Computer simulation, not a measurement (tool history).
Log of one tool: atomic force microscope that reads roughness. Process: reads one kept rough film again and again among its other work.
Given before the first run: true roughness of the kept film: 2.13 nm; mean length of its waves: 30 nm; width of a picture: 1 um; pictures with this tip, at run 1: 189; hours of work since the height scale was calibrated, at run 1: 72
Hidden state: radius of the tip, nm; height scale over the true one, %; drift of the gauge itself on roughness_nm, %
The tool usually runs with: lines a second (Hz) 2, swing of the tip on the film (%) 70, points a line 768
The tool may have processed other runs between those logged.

run,hour,lines a second (Hz),swing of the tip on the film (%),points a line,pictures with this tip,hours of work since the height scale was calibrated,roughness of the kept film (nm (root mean square))
1,0,2,70,768,189,72,1.488
# hour 8.7: new tip fitted
2,13.8,2,78,768,10,81,1.72
3,31.4,2,70,822,42,93,1.742
4,47.4,2,70,822,71,104,1.684
5,68.1,2,70,822,110,119,1.62
6,81.4,2.33,70,768,134,128,1.566
7,94.7,2,70,768,158,137,1.563
8,106,2,70,768,179,145,1.529
# hour 120.2: new tip fitted
9,120.2,2,70,768,0,155,1.822
10,144.6,2,70,768,45,172,1.74
11,162.1,2,70,768,77,184,1.681
12,178.8,2,70,768,108,196,1.651
13,197.3,2,70,768,142,208,1.589
14,208.3,2,70,768,162,216,1.566
15,230.4,3.36,69,950,202,231,1.434
# hour 233: new tip fitted
16,246.7,0.8,65,768,25,242,1.879
17,266.8,0.8,65,768,62,256,1.816
18,290.4,0.8,65,768,106,273,1.732
19,311.7,2.14,83,1019,145,288,1.441
20,332.1,2.54,70,768,182,302,1.484
# hour 344.9: new tip fitted
21,356.3,1.14,77,524,21,318,1.788
22,370.7,1.14,77,524,47,328,1.753
23,397.1,2,80,640,95,347,1.547
24,418.3,2,80,640,135,362,1.502
25,436.3,2,80,640,167,374,1.443
26,452.9,0.8,63,768,198,386,1.62
# hour 458.6: new tip fitted
27,475,1.81,62,393,30,401,1.834

How the hidden state differs across the entries between the runs, from the last listed run before each to the first after it:
Between runs 1 and 2: new tip fitted (hour 8.7)
  radius of the tip, nm: 32.8 -> 9
  measured minus no-state result, roughness of the kept film (nm (root mean square)): -0.334 -> -0.028
Between runs 8 and 9: new tip fitted (hour 120.2)
  radius of the tip, nm: 28.6 -> 7.4
  measured minus no-state result, roughness of the kept film (nm (root mean square)): -0.286 -> -0.003
Between runs 15 and 16: new tip fitted (hour 233)
  radius of the tip, nm: 30.1 -> 10.4; height scale over the true one, %: 0.22 -> 0.23
  measured minus no-state result, roughness of the kept film (nm (root mean square)): -0.287 -> -0.052
Between runs 20 and 21: new tip fitted (hour 344.9)
  radius of the tip, nm: 29.2 -> 9.7
  measured minus no-state result, roughness of the kept film (nm (root mean square)): -0.284 -> -0.038
Between runs 26 and 27: new tip fitted (hour 458.6)
  radius of the tip, nm: 30.6 -> 10.4; height scale over the true one, %: 0.29 -> 0.3
  measured minus no-state result, roughness of the kept film (nm (root mean square)): -0.329 -> -0.049
